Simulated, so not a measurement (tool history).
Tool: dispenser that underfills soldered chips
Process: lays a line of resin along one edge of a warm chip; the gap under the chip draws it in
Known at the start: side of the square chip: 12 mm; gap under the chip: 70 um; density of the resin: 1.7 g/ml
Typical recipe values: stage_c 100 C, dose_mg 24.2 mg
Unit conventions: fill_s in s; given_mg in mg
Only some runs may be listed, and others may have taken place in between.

run    day  stage_c  dose_mg  fill_s  given_mg
  1      0      100     24.2   132.6     23.27
     0.058  -- new syringe of resin
  2  0.229      106     24.2    63.4     23.22
  3  0.617      100     24.2   125.4     22.99
     0.733  -- new syringe of resin
  4  0.971      100     24.2    90.4     22.94
     1.246  -- dispensing valve cleaned and set on the balance
  5  1.283      100     24.2   116.4     24.11
     1.467  -- new syringe of resin
  6  1.525      100     23.1    73.5        23
  7  1.788      100     24.2      96      24.1
  8  1.967      100     24.2   117.9        24
     2.175  -- new syringe of resin
  9  2.308       89     24.2   126.4     23.91
 10  2.546      100     24.2   100.5     23.74
 11  2.762      100     24.2   125.5     23.77

Estimate the outcome of run 12 from the log above:
     2.883  -- new syringe of resin
 12  2.992      100     24.2       ?         ?

fill_s: 74.9 s
given_mg: 23.77 mg
With no hidden state in the tool, this same run would have given fill_s 68.3 s, given_mg 24.26 mg.
